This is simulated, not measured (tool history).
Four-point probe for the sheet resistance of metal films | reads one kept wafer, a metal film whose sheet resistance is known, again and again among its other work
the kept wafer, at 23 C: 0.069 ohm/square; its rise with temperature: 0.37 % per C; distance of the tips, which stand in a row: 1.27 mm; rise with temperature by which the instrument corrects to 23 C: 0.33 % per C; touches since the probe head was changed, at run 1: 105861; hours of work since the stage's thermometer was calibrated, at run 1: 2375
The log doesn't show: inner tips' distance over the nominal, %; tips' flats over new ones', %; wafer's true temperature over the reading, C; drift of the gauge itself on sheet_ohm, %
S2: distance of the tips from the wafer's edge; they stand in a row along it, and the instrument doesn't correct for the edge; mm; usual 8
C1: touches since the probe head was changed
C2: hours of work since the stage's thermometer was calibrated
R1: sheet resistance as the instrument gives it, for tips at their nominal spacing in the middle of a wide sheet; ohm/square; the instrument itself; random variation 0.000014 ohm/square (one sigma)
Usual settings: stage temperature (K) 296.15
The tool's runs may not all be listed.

Run 1, day 0.000: usual settings; C1 105861; C2 2375. Result: R1 0.069616 ohm/square.
Run 2, day 3.288: usual settings but stage temperature (K) 304.15; C1 108075; C2 2430. Result: R1 0.069817 ohm/square.
Run 3, day 6.550: usual settings but stage temperature (K) 304.15; C1 110271; C2 2485. Result: R1 0.069802 ohm/square.
At day 8.588: stage's thermometer calibrated.
Run 4, day 11.288: usual settings but stage temperature (K) 303.15; C1 113446; C2 46. Result: R1 0.069801 ohm/square.
Run 5, day 17.071: usual settings but stage temperature (K) 294.15; C1 117339; C2 143. Result: R1 0.069509 ohm/square.
At day 18.550: stage's thermometer calibrated, once more.
Run 6, day 22.117: usual settings but stage temperature (K) 294.15, S2 13 mm; C1 120720; C2 60. Result: R1 0.068842 ohm/square.
Run 7, day 25.188: usual settings but stage temperature (K) 294.15, S2 13 mm; C1 122789; C2 112. Result: R1 0.068857 ohm/square.
Run 8, day 27.950: usual settings but stage temperature (K) 291.15, S2 34 mm; C1 124647; C2 158. Result: R1 0.068449 ohm/square.
Run 9, day 33.446: usual settings but stage temperature (K) 291.15, S2 34 mm; C1 128348; C2 251. Result: R1 0.068463 ohm/square.
Run 10, day 36.138: usual settings but stage temperature (K) 297.15, S2 34 mm; C1 130161; C2 297. Result: R1 0.068599 ohm/square.
Run 11, day 39.304: usual settings but stage temperature (K) 307.15, S2 39 mm; C1 132292; C2 350. Result: R1 0.068851 ohm/square.

Forecast each of these 5 alternatives for the next run:
Run A, day 42.400: usual settings but stage temperature (K) 294.15, S2 4 mm; C1 134375; C2 402. Result: R1 ?.
Run B, day 42.400: usual settings but stage temperature (K) 307.15, S2 51 mm; C1 134375; C2 402. Result: R1 ?.
Run C, day 42.400: usual settings but stage temperature (K) 307.15, S2 16 mm; C1 134375; C2 402. Result: R1 ?.
Run D, day 42.400: usual settings but stage temperature (K) 302.15, S2 4 mm; C1 134375; C2 402. Result: R1 ?.
Run E, day 42.400: usual settings but stage temperature (K) 307.15, S2 9 mm; C1 134375; C2 402. Result: R1 ?.

run        R1
  A  0.071978
  B  0.068834
  C  0.069042
  D  0.072176
  E  0.069560
Without the tool's hidden state the same runs would have given:
run        R1
  A  0.072480
  B  0.069318
  C  0.069527
  D  0.072680
  E  0.070048

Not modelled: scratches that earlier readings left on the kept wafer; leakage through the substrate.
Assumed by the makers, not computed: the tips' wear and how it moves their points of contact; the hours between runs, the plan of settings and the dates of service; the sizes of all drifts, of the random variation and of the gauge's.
